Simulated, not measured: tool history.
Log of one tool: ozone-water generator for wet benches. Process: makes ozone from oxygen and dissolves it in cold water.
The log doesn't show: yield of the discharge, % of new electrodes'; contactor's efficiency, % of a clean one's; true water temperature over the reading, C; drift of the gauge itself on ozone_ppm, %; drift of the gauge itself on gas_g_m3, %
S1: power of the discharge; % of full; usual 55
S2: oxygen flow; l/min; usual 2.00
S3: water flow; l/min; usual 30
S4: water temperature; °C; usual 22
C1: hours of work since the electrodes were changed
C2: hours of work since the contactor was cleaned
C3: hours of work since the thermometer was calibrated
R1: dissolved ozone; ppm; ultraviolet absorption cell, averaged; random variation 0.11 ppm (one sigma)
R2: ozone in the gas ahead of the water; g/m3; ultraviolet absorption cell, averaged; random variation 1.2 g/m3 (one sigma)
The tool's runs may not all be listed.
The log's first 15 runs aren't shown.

{"run": 16, "hour": 811.2, "S1": 55, "S2": 2.0, "S3": 30, "S4": 22, "C1": 762, "C2": 855, "C3": 3901, "R1": 9.3, "R2": 221.0}
{"run": 17, "hour": 879.6, "S1": 55, "S2": 2.0, "S3": 30, "S4": 22, "C1": 819, "C2": 912, "C3": 3958, "R1": 9.4, "R2": 220.8}
{"run": 18, "hour": 949.1, "S1": 55, "S2": 2.0, "S3": 23, "S4": 22, "C1": 878, "C2": 970, "C3": 4017, "R1": 12.5, "R2": 223.8}
{"run": 19, "hour": 983.5, "S1": 63, "S2": 1.32, "S3": 41, "S4": 15, "C1": 906, "C2": 999, "C3": 4045, "R1": 6.4, "R2": 305.5}
{"run": 20, "hour": 1031.6, "S1": 63, "S2": 1.32, "S3": 41, "S4": 15, "C1": 947, "C2": 1039, "C3": 4086, "R1": 6.4, "R2": 304.7}
{"run": 21, "hour": 1091.4, "S1": 63, "S2": 1.32, "S3": 41, "S4": 15, "C1": 997, "C2": 1089, "C3": 4136, "R1": 6.5, "R2": 304.9}
{"run": 22, "hour": 1142.5, "S1": 61, "S2": 1.58, "S3": 28, "S4": 21, "C1": 1039, "C2": 1132, "C3": 4178, "R1": 10.3, "R2": 272.0}
{"run": 23, "hour": 1194.6, "S1": 79, "S2": 1.45, "S3": 30, "S4": 17, "C1": 1083, "C2": 1176, "C3": 4222, "R1": 10.7, "R2": 324.1}
{"run": 24, "hour": 1227.6, "S1": 49, "S2": 2.0, "S3": 30, "S4": 25, "C1": 1111, "C2": 1203, "C3": 4250, "R1": 8.7, "R2": 209.8}
{"run": 25, "hour": 1299.9, "S1": 49, "S2": 2.0, "S3": 22, "S4": 22, "C1": 1171, "C2": 1264, "C3": 4310, "R1": 12.1, "R2": 209.2}
{"run": 26, "hour": 1374.5, "S1": 58, "S2": 2.0, "S3": 25, "S4": 22, "C1": 1234, "C2": 1326, "C3": 4373, "R1": 11.8, "R2": 229.7}
{"run": 27, "hour": 1414.4, "S1": 54, "S2": 1.72, "S3": 30, "S4": 26, "C1": 1267, "C2": 1360, "C3": 4406, "R1": 8.9, "R2": 239.7}
{"run": 28, "hour": 1474.9, "S1": 54, "S2": 1.72, "S3": 30, "S4": 26, "C1": 1318, "C2": 1411, "C3": 4457, "R1": 8.7, "R2": 240.0}
{"run": 29, "hour": 1549.6, "S1": 55, "S2": 2.55, "S3": 47, "S4": 22, "C1": 1380, "C2": 1473, "C3": 4519, "R1": 5.7, "R2": 192.7}
{"run": 30, "hour": 1582.9, "S1": 56, "S2": 2.55, "S3": 28, "S4": 22, "C1": 1408, "C2": 1501, "C3": 4547, "R1": 10.5, "R2": 193.6}
{"run": 31, "hour": 1658.3, "S1": 55, "S2": 1.39, "S3": 25, "S4": 16, "C1": 1472, "C2": 1564, "C3": 4611, "R1": 11.1, "R2": 275.8}
{"run": 32, "hour": 1716.0, "S1": 55, "S2": 2.0, "S3": 39, "S4": 19, "C1": 1520, "C2": 1612, "C3": 4659, "R1": 7.2, "R2": 222.4}
{"run": 33, "hour": 1786.2, "S1": 55, "S2": 2.0, "S3": 39, "S4": 19, "C1": 1579, "C2": 1671, "C3": 4718, "R1": 7.2, "R2": 223.2}

3 ways to go on from here, each from the tool as it stands after run 33. What would each give?
{"run": "A", "hour": 1862.7, "S1": 55, "S2": 3.4, "S3": 43, "S4": 19, "C1": 1643, "C2": 1735, "C3": 4782, "R1": "?", "R2": "?"}
{"run": "B", "hour": 1862.7, "S1": 42, "S2": 1.67, "S3": 30, "S4": 17, "C1": 1643, "C2": 1735, "C3": 4782, "R1": "?", "R2": "?"}
{"run": "C", "hour": 1862.7, "S1": 55, "S2": 2.0, "S3": 34, "S4": 22, "C1": 1643, "C2": 1735, "C3": 4782, "R1": "?", "R2": "?"}

run=A R1=7.0 R2=161.8
run=B R1=8.0 R2=213.5
run=C R1=8.4 R2=223.6
Without the tool's hidden state the same runs would have given:
run=A R1=7.0 R2=161.8
run=B R1=8.0 R2=213.6
run=C R1=8.4 R2=223.6

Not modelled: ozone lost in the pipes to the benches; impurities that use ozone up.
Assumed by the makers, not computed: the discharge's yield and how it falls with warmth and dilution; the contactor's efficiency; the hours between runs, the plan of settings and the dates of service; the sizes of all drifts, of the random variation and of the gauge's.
